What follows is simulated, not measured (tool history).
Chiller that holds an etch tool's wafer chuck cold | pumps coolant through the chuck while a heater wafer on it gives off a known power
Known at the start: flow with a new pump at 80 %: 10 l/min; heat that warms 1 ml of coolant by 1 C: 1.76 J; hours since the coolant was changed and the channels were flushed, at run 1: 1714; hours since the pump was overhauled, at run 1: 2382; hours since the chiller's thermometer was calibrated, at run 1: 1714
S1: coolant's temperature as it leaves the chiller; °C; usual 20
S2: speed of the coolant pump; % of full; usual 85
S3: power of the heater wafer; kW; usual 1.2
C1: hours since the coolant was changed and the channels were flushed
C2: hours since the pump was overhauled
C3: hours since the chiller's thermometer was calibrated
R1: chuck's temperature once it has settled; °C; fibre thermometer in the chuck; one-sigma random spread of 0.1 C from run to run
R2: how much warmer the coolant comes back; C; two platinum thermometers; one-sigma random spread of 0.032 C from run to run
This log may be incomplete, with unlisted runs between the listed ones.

run,hour,S1,S2,S3,C1,C2,C3,R1,R2
1,0,20,85,1.2,1714,2382,1714,27.6,3.9
2,106.1,20,85,1.2,1821,2488,1821,27.6,3.93
3,198,20,85,1.2,1912,2580,1912,27.6,3.89
4,310.3,20,85,1.2,2025,2692,2025,27.8,3.9
5,398.5,20,85,1.2,2113,2781,2113,27.6,3.87
6,483.8,20,85,1.2,2198,2866,2198,27.7,3.92
# hour 490: chiller's thermometer calibrated
7,545.5,20,97,0.816,2259,2927,55,24.4,2.24
8,627.4,17,74,1.2,2341,3008,137,25.5,4.68
9,729.1,16,88,0.894,2443,3110,239,21.3,2.86
# hour 804.4: chiller's thermometer calibrated, once more
10,809.6,16,88,0.894,2522,3190,5,21.9,2.79
11,899.5,16,88,0.894,2612,3280,95,21.9,2.8

For each entry between runs, how does the tool's hidden state at the last listed run before it compare with that at the first listed run after it?
After run 6, before run 7: chiller's thermometer calibrated (hour 490)
  heat passed by the chuck's channels, % of clean ones': 92.2 -> 92; coolant's true temperature over the reading, C: -0.37 -> -0.44
  what was measured, less what the result would be without the hidden state, R1: +0.3 -> +0 °C; R2: +0.1 -> +0.07 C
After run 9, before run 10: chiller's thermometer calibrated, once more (hour 804.4)
  heat passed by the chuck's channels, % of clean ones': 91.3 -> 91; flow at a given pump speed, % of a new pump's: 97.1 -> 97; coolant's true temperature over the reading, C: -0.47 -> -0.04
  what was measured, less what the result would be without the hidden state, R1: +0 -> +0.5 °C; R2: +0.09 -> +0.08 C
